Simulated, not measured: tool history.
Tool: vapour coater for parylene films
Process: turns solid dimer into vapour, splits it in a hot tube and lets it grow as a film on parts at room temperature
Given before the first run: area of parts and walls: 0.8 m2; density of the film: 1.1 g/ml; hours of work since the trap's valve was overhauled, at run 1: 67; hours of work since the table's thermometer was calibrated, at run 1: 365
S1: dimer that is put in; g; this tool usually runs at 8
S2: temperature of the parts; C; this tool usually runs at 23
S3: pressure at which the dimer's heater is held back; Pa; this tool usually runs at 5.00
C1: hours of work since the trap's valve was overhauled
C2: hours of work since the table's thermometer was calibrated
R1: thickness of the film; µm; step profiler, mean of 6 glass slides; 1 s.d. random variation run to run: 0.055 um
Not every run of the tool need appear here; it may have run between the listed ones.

run 1 day=0.000 | S1=8 S2=23 S3=5.00 | C1=67 C2=365 | R1=6.21
run 2 day=1.388 | S1=8 S2=23 S3=5.00 | C1=93 C2=391 | R1=6.13
run 3 day=2.475 | S1=8 S2=23 S3=5.00 | C1=114 C2=412 | R1=6.09
run 4 day=3.904 | S1=8 S2=23 S3=5.00 | C1=141 C2=439 | R1=5.96
run 5 day=4.667 | S1=8 S2=32 S3=5.00 | C1=156 C2=454 | R1=5.04
run 6 day=6.488 | S1=8 S2=32 S3=2.26 | C1=190 C2=488 | R1=5.85
-- day=7.833 trap's valve overhauled
run 7 day=8.367 | S1=8 S2=32 S3=2.26 | C1=10 C2=521 | R1=6.33
run 8 day=9.246 | S1=8 S2=32 S3=2.26 | C1=27 C2=537 | R1=6.25
run 9 day=10.296 | S1=8 S2=23 S3=8.24 | C1=47 C2=557 | R1=5.55
run 10 day=11.400 | S1=8 S2=19 S3=5.00 | C1=68 C2=578 | R1=6.55
run 11 day=13.046 | S1=8 S2=19 S3=5.00 | C1=99 C2=610 | R1=6.49
run 12 day=13.925 | S1=8 S2=23 S3=5.00 | C1=116 C2=626 | R1=5.99
run 13 day=14.892 | S1=9 S2=23 S3=5.00 | C1=134 C2=645 | R1=6.73
run 14 day=15.842 | S1=9 S2=23 S3=5.00 | C1=152 C2=663 | R1=6.60
run 15 day=17.642 | S1=8 S2=23 S3=5.00 | C1=186 C2=697 | R1=5.87
run 16 day=18.983 | S1=8 S2=23 S3=4.85 | C1=212 C2=722 | R1=5.70
-- day=19.296 trap's valve overhauled
run 17 day=20.325 | S1=8 S2=23 S3=5.00 | C1=20 C2=745 | R1=6.40
run 18 day=21.808 | S1=8 S2=23 S3=5.00 | C1=48 C2=773 | R1=6.24
run 19 day=22.725 | S1=8 S2=23 S3=5.00 | C1=65 C2=790 | R1=6.12
run 20 day=23.929 | S1=8 S2=23 S3=5.00 | C1=88 C2=813 | R1=6.04
run 21 day=25.492 | S1=8 S2=23 S3=5.00 | C1=118 C2=843 | R1=5.96
run 22 day=26.604 | S1=8 S2=23 S3=5.00 | C1=139 C2=864 | R1=5.87
run 23 day=28.367 | S1=10 S2=23 S3=5.00 | C1=172 C2=897 | R1=7.31
run 24 day=29.267 | S1=10 S2=23 S3=5.00 | C1=189 C2=914 | R1=7.17
-- day=29.442 table's thermometer calibrated
run 25 day=30.367 | S1=10 S2=23 S3=5.00 | C1=209 C2=18 | R1=7.30
-- day=30.808 trap's valve overhauled
run 26 day=31.342 | S1=8 S2=20 S3=5.83 | C1=10 C2=33 | R1=6.44
run 27 day=32.562 | S1=8 S2=18 S3=11.64 | C1=33 C2=56 | R1=5.72
run 28 day=33.346 | S1=8 S2=19 S3=3.83 | C1=48 C2=71 | R1=7.09
run 29 day=34.188 | S1=4 S2=21 S3=5.52 | C1=64 C2=87 | R1=3.13
run 30 day=35.367 | S1=4 S2=21 S3=7.63 | C1=87 C2=109 | R1=2.89
run 31 day=36.946 | S1=8 S2=29 S3=7.02 | C1=116 C2=139 | R1=4.93
run 32 day=38.150 | S1=12 S2=29 S3=6.13 | C1=139 C2=162 | R1=7.57
run 33 day=38.921 | S1=9 S2=29 S3=7.56 | C1=154 C2=177 | R1=5.47
-- day=39.121 table's thermometer calibrated, once more
run 34 day=40.050 | S1=9 S2=19 S3=10.06 | C1=175 C2=18 | R1=6.07
run 35 day=41.892 | S1=9 S2=19 S3=2.73 | C1=210 C2=53 | R1=7.73
-- day=42.267 trap's valve overhauled
run 36 day=43.021 | S1=4 S2=21 S3=2.09 | C1=14 C2=71 | R1=3.88
run 37 day=44.725 | S1=6 S2=23 S3=5.00 | C1=47 C2=103 | R1=4.59
run 38 day=46.208 | S1=6 S2=23 S3=5.00 | C1=75 C2=131 | R1=4.57
run 39 day=48.054 | S1=6 S2=23 S3=4.98 | C1=110 C2=166 | R1=4.51
run 40 day=48.821 | S1=6 S2=23 S3=4.98 | C1=124 C2=181 | R1=4.51
run 41 day=49.808 | S1=10 S2=33 S3=3.00 | C1=143 C2=200 | R1=6.94
run 42 day=51.408 | S1=10 S2=33 S3=3.00 | C1=173 C2=230 | R1=6.76
run 43 day=52.367 | S1=12 S2=34 S3=7.40 | C1=192 C2=248 | R1=6.52
-- day=53.738 trap's valve overhauled
run 44 day=53.862 | S1=12 S2=34 S3=7.40 | C1=2 C2=273 | R1=7.17
run 45 day=55.562 | S1=12 S2=19 S3=6.56 | C1=35 C2=306 | R1=9.37
run 46 day=57.079 | S1=9 S2=33 S3=6.56 | C1=63 C2=334 | R1=5.44
run 47 day=57.879 | S1=5 S2=23 S3=5.91 | C1=79 C2=350 | R1=3.66
run 48 day=59.471 | S1=13 S2=18 S3=5.00 | C1=109 C2=380 | R1=10.60

Across each entry between runs, compare the hidden state at the last listed run before it with the hidden state at the first listed run after it:
From run 6 to run 7: trap's valve overhauled (day 7.833)
  vapour lost through the trap's worn valve, %: 8.9 -> 0.7; true temperature of the parts over the reading, C: -0.07 -> -0.06
  the result without the hidden state subtracted from the measured one, R1: -0.56 -> -0.04 µm
From run 16 to run 17: trap's valve overhauled (day 19.296)
  vapour lost through the trap's worn valve, %: 10.7 -> 1.2; true temperature of the parts over the reading, C: -0.02 -> -0.01
  the result without the hidden state subtracted from the measured one, R1: -0.69 -> -0.07 µm
From run 24 to run 25: table's thermometer calibrated (day 29.442)
  vapour lost through the trap's worn valve, %: 9.3 -> 10.3; true temperature of the parts over the reading, C: 0.02 -> 0.04
  the result without the hidden state subtracted from the measured one, R1: -0.74 -> -0.84 µm
From run 25 to run 26: trap's valve overhauled (day 30.808)
  vapour lost through the trap's worn valve, %: 10.3 -> 1.2
  the result without the hidden state subtracted from the measured one, R1: -0.84 -> -0.08 µm
From run 33 to run 34: table's thermometer calibrated, once more (day 39.121)
  vapour lost through the trap's worn valve, %: 8.1 -> 9; true temperature of the parts over the reading, C: 0.07 -> 0.05
  the result without the hidden state subtracted from the measured one, R1: -0.49 -> -0.61 µm
From run 35 to run 36: trap's valve overhauled (day 42.267)
  vapour lost through the trap's worn valve, %: 10.8 -> 0.8
  the result without the hidden state subtracted from the measured one, R1: -0.95 -> -0.04 µm
From run 43 to run 44: trap's valve overhauled (day 53.738)
  vapour lost through the trap's worn valve, %: 9.6 -> 0.8
  the result without the hidden state subtracted from the measured one, R1: -0.71 -> -0.07 µm
